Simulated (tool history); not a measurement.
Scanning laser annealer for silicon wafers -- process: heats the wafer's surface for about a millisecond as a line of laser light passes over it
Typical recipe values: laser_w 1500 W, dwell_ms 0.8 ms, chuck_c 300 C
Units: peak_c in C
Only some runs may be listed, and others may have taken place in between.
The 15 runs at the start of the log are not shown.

run     day  laser_w  dwell_ms  chuck_c  hours of work since the window was cleaned  hours of work since the power meter was calibrated  hours of work since the optics were aligned  peak_c
 16   8.088     1500     0.714      300                                         352                                                 191                                         1186    1033
 17   8.688     1526       0.8      300                                         359                                                 197                                         1193    1092
 18   9.254     1526       0.8      300                                         365                                                 204                                         1199    1089
 19   9.929     1526       0.8      300                                         373                                                 211                                         1206    1091
 20  10.571     1500       0.8      265                                         380                                                 219                                         1214    1036
 21  11.246     1500       0.8      265                                         388                                                 226                                         1221    1035
     11.429  -- laser's power meter calibrated
 22  12.012     1500     0.819      300                                         395                                                   7                                         1228    1080
 23  12.379     1447       0.8      300                                         399                                                  11                                         1233    1041
     12.883  -- laser's power meter calibrated, once more
 24  13.117     1330     0.582      322                                         406                                                   3                                         1239     892
 25  13.725     1333       0.8      300                                         413                                                   9                                         1246     972
 26  14.067     1508       0.8      276                                         417                                                  13                                         1250    1050
 27   14.65     1523     0.633      318                                         423                                                  20                                         1257    1014
 28  15.017     1282     0.893      306                                         427                                                  24                                         1261     982
 29  15.371     1462     0.893      290                                         431                                                  28                                         1265    1077
 30  15.958     1462     0.562      290                                         438                                                  34                                         1271     919
 31  16.521     1303     0.562      315                                         444                                                  41                                         1278     862
 32  17.046     1303     0.562      315                                         450                                                  47                                         1283     863
 33  17.417     1500     0.834      309                                         454                                                  51                                         1288    1094
 34  17.975     1500     0.834      309                                         460                                                  57                                         1294    1090
 35  18.433     1346     0.954      319                                         465                                                  62                                         1299    1050
 36  19.042     1346     0.954      319                                         472                                                  69                                         1306    1055
 37  19.467     1538     0.668      280                                         477                                                  74                                         1311    1002
 38  19.933     1609     0.597      269                                         482                                                  79                                         1316     992

Expected results for the next run?
 39  20.458     1609     0.597      269                                         488                                                  85                                         1322       ?

{"run 39": {"peak_c": 988}}
Take away the tool's hidden state, keep the run-to-run variation as it was, and the same run would have given peak_c 1022 C.

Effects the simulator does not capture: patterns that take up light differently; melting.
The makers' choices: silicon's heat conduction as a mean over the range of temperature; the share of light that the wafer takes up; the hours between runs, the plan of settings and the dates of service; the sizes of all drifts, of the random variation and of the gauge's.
